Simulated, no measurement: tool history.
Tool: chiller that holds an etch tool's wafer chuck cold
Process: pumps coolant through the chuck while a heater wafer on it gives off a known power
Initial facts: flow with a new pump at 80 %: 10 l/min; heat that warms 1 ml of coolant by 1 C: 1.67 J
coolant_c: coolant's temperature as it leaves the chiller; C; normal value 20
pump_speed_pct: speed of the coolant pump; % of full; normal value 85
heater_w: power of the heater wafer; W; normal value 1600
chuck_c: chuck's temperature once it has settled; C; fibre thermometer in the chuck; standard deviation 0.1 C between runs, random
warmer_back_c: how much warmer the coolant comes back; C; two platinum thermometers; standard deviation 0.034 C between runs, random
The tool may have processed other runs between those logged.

run    hour  coolant_c  pump_speed_pct  heater_w  chuck_c  warmer_back_c
  1       0         20              85      1600     33.6            5.4
  2    86.7         20              85      1600     33.6           5.38
  3   201.6         20              85       900     27.5           3.05
      239.8  -- chiller's thermometer calibrated
  4   279.6         20              85       900     27.7           2.91
  5     371         20              85       900     27.8           3.01
  6   480.1         20              85       900     27.6           2.98
  7   603.2         20              85       900     27.7           2.92
  8   701.9         20              85       900     27.8           2.88
  9   812.2         20              85      1600     33.6           5.31
 10   903.4         20              85      1600     33.5           5.25
 11    1028         20              85      1600     33.7           5.23
 12    1092         20              85      1600     33.7           5.25
 13  1171.4         20              85      1600     33.6           5.23
 14  1282.2         20              85      2375     40.3           7.76
     1341.1  -- coolant changed, channels flushed
 15  1392.1         20              85      2375     40.1           7.75
 16  1459.7         20             100      1600     32.3           4.29
 17  1527.3         20             100      1600     32.2           4.34
 18  1628.9         20             100      1600     32.1           4.28
 19  1683.3         15              83       837     22.2           2.68
 20  1789.5         20              66      1600     36.1           6.72
 21  1884.2         20              63      2250     43.2          10.02
 22  1957.3         20              63      2250     43.2          10.07
 23  2068.8         20              85      1980     36.9           6.41
 24  2126.8         20              85      1980     36.8           6.39
 25  2180.6         20              85      1980     36.9           6.26
 26  2303.9         20              94      1600       33           4.49
 27  2419.6         18              89      1600     31.4           4.74
 28  2480.2         24              89      2153     41.7           6.48
 29  2599.9         24              89      2153     41.8           6.48
 30  2682.2         24              89      2153     41.8           6.51
 31  2756.3         11              91       945     18.7           2.55
 32  2858.1         15              86      1849     30.7           5.72

Had the tool no unlogged condition, and each run kept its random variation, what would the results have been?
Hidden state at play: heat passed by the chuck's channels, % of clean ones'; flow at a given pump speed, % of a new pump's; coolant's true temperature over the reading, C; drift of the gauge itself on chuck_c, C; drift of the gauge itself on warmer_back_c, C.
run  warmer_back_c
  1           5.39
  2           5.39
  3           3.08
  4           2.96
  5           3.07
  6           3.06
  7           3.02
  8           2.99
  9           5.43
 10           5.38
 11           5.39
 12           5.41
 13           5.41
 14           7.96
 15           7.96
 16           4.51
 17           4.57
 18           4.53
 19           2.94
 20           6.99
 21          10.31
 22          10.36
 23           6.73
 24           6.72
 25            6.6
 26           4.84
 27           5.12
 28           6.87
 29           6.88
 30           6.92
 31           2.98
 32           6.16
chuck_c: within 0.1 C of the measured result in every run.

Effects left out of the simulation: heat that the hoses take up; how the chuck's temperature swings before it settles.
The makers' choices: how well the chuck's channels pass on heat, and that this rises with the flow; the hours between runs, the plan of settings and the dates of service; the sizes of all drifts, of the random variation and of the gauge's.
